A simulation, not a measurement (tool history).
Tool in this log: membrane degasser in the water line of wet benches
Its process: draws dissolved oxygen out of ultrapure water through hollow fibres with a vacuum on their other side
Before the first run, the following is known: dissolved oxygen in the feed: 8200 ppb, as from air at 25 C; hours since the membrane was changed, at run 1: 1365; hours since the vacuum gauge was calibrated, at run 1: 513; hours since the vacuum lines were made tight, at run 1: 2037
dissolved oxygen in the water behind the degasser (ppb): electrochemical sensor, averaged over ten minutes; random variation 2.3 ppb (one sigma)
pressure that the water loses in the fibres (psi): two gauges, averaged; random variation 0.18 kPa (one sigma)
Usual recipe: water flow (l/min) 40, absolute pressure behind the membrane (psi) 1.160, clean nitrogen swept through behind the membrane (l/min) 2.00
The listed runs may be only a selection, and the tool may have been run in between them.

run	hour	water flow (l/min)	absolute pressure behind the membrane (psi)	clean nitrogen swept through behind the membrane (l/min)	hours since the membrane was changed	hours since the vacuum gauge was calibrated	hours since the vacuum lines were made tight	dissolved oxygen in the water behind the degasser (ppb)	pressure that the water loses in the fibres (psi)
1	0.0	40	1.160	2.00	1365	513	2037	229.9	5.221
2	45.6	40	1.160	2.00	1411	559	2083	229.9	5.246
3	96.6	40	1.160	2.00	1462	610	2134	229.1	5.233
4	131.7	40	1.160	2.00	1497	645	2169	229.6	5.194
5	193.2	40	1.160	2.00	1558	706	2230	225.5	5.182
6	241.1	40	1.160	2.00	1606	754	2278	226.7	5.168
7	311.9	40	1.160	2.00	1677	825	2349	233.2	5.230
8	348.1	40	1.160	2.00	1713	861	2385	229.1	5.245
9	402.7	40	1.160	2.08	1768	916	2440	224.2	5.229
10	453.2	40	1.160	2.08	1818	966	2491	225.4	5.240
11	487.6	40	1.769	2.00	1853	1001	2525	401.2	5.250
12	536.0	40	1.160	1.43	1901	1049	2573	302.9	5.249
13	593.3	40	1.160	1.43	1958	1107	2631	295.3	5.214
14	629.8	40	1.160	2.00	1995	1143	2667	229.9	5.249
15	687.0	40	1.160	2.00	2052	1200	2724	227.5	5.242
16	742.0	40	1.160	2.00	2107	1255	2779	229.4	5.246
17	813.1	40	1.160	2.00	2178	1326	2850	229.2	5.259
18	863.6	44	1.053	5.04	2229	1377	2901	108.7	5.781
19	931.0	44	1.053	5.04	2296	1444	2968	110.3	5.796
20	1001.8	45	1.185	1.02	2367	1515	3039	443.4	5.918
21	1057.9	34	0.743	1.02	2423	1571	3095	146.7	4.473
22	1117.1	34	0.743	1.02	2482	1630	3154	149.8	4.501
23	1151.9	43	1.680	1.02	2517	1665	3189	685.8	5.625
24	1199.6	25	1.073	2.72	2565	1713	3237	98.8	3.310
25	1255.3	25	1.073	2.72	2620	1769	3293	99.4	3.271
26	1285.3	25	1.073	2.72	2650	1799	3323	98.6	3.292
27	1321.3	24	0.719	2.33	2686	1835	3359	49.6	3.200
28	1367.4	25	1.088	3.12	2732	1881	3405	90.0	3.281
29	1407.6	40	2.873	1.23	2773	1921	3445	1021.3	5.252
30	1476.2	40	2.873	1.23	2841	1989	3513	1022.4	5.290
31	1537.2	40	2.873	1.23	2902	2050	3574	1039.8	5.281

What if the next run were any one of these 4? Each begins from the tool's condition after run 31:
A	1568.1	25	1.256	1.23	2933	2081	3605	?	?
B	1568.1	40	0.788	1.67	2933	2081	3605	?	?
C	1568.1	30	0.850	1.97	2933	2081	3605	?	?
D	1568.1	30	1.160	2.00	2933	2081	3605	?	?

run	dissolved oxygen in the water behind the degasser (ppb)	pressure that the water loses in the fibres (psi)
A	250.7	3.310
B	141.8	5.276
C	105.3	3.916
D	175.0	3.962
The same runs, with their run-to-run variation unchanged, on a tool lacking any hidden condition would have given:
run	dissolved oxygen in the water behind the degasser (ppb)	pressure that the water loses in the fibres (psi)
A	245.8	3.224
B	135.3	5.139
C	101.0	3.812
D	170.5	3.859
